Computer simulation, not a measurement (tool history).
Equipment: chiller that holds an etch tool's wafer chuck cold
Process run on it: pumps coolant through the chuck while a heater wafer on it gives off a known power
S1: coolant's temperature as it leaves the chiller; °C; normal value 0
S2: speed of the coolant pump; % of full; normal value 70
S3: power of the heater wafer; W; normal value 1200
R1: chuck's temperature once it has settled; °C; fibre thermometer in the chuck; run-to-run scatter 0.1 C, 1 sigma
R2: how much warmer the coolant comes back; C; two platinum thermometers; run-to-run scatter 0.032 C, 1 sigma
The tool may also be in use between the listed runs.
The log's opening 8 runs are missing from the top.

run 9 hour=381.1 | S1=0 S2=70 S3=1200 | R1=14.7 R2=3.76
run 10 hour=450.0 | S1=0 S2=70 S3=1200 | R1=14.6 R2=3.82
run 11 hour=490.8 | S1=0 S2=70 S3=1200 | R1=14.5 R2=3.79
run 12 hour=537.7 | S1=0 S2=70 S3=1200 | R1=14.6 R2=3.79
run 13 hour=575.7 | S1=0 S2=70 S3=1200 | R1=14.7 R2=3.83
run 14 hour=606.2 | S1=0 S2=70 S3=687 | R1=8.2 R2=2.15
run 15 hour=643.8 | S1=0 S2=68 S3=687 | R1=8.5 R2=2.23
run 16 hour=691.5 | S1=0 S2=68 S3=687 | R1=8.4 R2=2.26
-- hour=697.9 chiller's thermometer calibrated
run 17 hour=728.8 | S1=7 S2=70 S3=827 | R1=17.2 R2=2.61
run 18 hour=784.9 | S1=7 S2=70 S3=827 | R1=17.0 R2=2.60
-- hour=834.7 chiller's thermometer calibrated, once more
run 19 hour=854.3 | S1=7 S2=70 S3=827 | R1=17.1 R2=2.58
run 20 hour=903.9 | S1=2 S2=70 S3=1200 | R1=16.8 R2=3.83
run 21 hour=936.1 | S1=2 S2=94 S3=1200 | R1=14.9 R2=2.90
run 22 hour=984.7 | S1=-9 S2=82 S3=1762 | R1=11.0 R2=4.82
run 23 hour=1023.8 | S1=10 S2=64 S3=801 | R1=20.4 R2=2.76
run 24 hour=1063.9 | S1=-4 S2=64 S3=801 | R1=6.5 R2=2.77
run 25 hour=1127.0 | S1=0 S2=72 S3=1200 | R1=14.5 R2=3.75
run 26 hour=1185.6 | S1=8 S2=81 S3=1414 | R1=24.1 R2=3.89
run 27 hour=1231.3 | S1=0 S2=100 S3=927 | R1=9.6 R2=2.11
run 28 hour=1269.7 | S1=-6 S2=86 S3=900 | R1=4.0 R2=2.30

Predict the results of run 29:
run 29 hour=1328.7 | S1=-6 S2=86 S3=900 | R1=? R2=?

Run 29 produced R1 4.1 °C, R2 2.39 C.
On a tool with no hidden condition, and with the same random variation, this run would have come out at R1 3.1 °C, R2 2.29 C.

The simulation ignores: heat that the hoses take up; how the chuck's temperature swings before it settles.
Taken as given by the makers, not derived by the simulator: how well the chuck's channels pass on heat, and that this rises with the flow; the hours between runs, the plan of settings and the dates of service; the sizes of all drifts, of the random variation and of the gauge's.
